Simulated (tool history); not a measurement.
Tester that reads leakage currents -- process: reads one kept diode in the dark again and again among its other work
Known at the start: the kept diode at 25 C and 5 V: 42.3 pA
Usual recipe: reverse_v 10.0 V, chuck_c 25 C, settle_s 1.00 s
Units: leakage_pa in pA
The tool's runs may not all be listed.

run	hour	reverse_v	chuck_c	settle_s	leakage_pa
1	0.0	10.0	25	1.00	70.82
2	112.8	10.0	25	1.00	71.88
3	260.9	10.0	25	1.00	73.50
4	467.0	10.0	25	1.00	75.18
5	672.5	10.0	25	1.00	77.05
6	785.2	10.0	25	1.00	78.08
7	941.2	10.0	25	1.00	79.82
8	1144.1	10.0	25	1.00	81.89
9	1271.9	10.0	25	1.00	82.85
10	1390.3	10.0	25	1.00	84.32
11	1602.5	10.0	25	1.00	86.68
# hour 1708.2: probe card cleaned and baked
12	1786.6	10.0	34	1.00	137.76
13	1961.9	10.0	30	1.00	99.36
14	2048.9	10.0	30	1.00	99.94
15	2183.6	10.0	25	0.42	69.75
16	2303.3	2.9	25	1.00	37.85
17	2411.4	6.4	25	1.00	55.44
18	2509.5	6.4	25	4.38	54.86
19	2651.4	6.4	25	4.38	55.65
20	2787.3	6.4	25	4.38	56.79
21	2911.4	6.6	29	4.38	80.84
22	3037.9	6.6	29	4.38	82.04
# hour 3123.3: chuck's temperature calibrated
23	3145.0	3.6	25	0.32	44.69
24	3360.2	11.7	35	0.30	177.14
25	3476.9	11.7	35	0.30	180.01
26	3667.1	6.7	54	0.40	583.84
27	3757.2	1.9	36	1.75	79.97
28	3853.4	8.8	36	1.75	166.02
29	4058.2	1.3	25	6.09	26.95
30	4226.0	3.2	57	2.14	531.98
31	4332.6	2.1	45	0.60	176.27
32	4473.0	2.1	27	2.70	41.54
# hour 4525.8: probe card cleaned and baked
33	4595.5	3.9	25	2.01	40.04
34	4781.1	1.9	25	2.74	29.63
35	4985.2	2.1	25	1.00	31.97
36	5162.7	10.0	28	4.51	84.34
37	5331.7	10.0	28	4.51	86.53
38	5466.8	6.9	48	1.29	378.53
39	5590.6	4.0	30	0.52	69.87
40	5732.6	4.0	48	0.52	299.37

Some steps in leakage_pa between neighbouring runs. How much of each would the tool show without its hidden state too (settings, what came in, random variation), and how much is left for the hidden state, with any gauge scatter that isn't in both results?
The hidden state here: stray current of the dirty probe card, pA a volt; current scale over the true one, %; true chuck temperature over the reading, C; drift of the gauge itself on leakage_pa, %.
Run 11 -> 12: chuck_c 25 -> 34, probe card cleaned and baked. leakage_pa +51.08 pA: hidden state -20.28, all else +71.36.
Run 25 -> 26: reverse_v 11.7 -> 6.7, chuck_c 35 -> 54, settle_s 0.30 -> 0.40. leakage_pa +403.83 pA: hidden state +0.82, all else +403.01.
Run 26 -> 27: reverse_v 6.7 -> 1.9, chuck_c 54 -> 36, settle_s 0.40 -> 1.75. leakage_pa -503.87 pA: hidden state -16.74, all else -487.13.
Run 28 -> 29: reverse_v 8.8 -> 1.3, chuck_c 36 -> 25, settle_s 1.75 -> 6.09. leakage_pa -139.07 pA: hidden state -16.78, all else -122.29.
Run 29 -> 30: reverse_v 1.3 -> 3.2, chuck_c 25 -> 57, settle_s 6.09 -> 2.14. leakage_pa +505.03 pA: hidden state +17.35, all else +487.68.
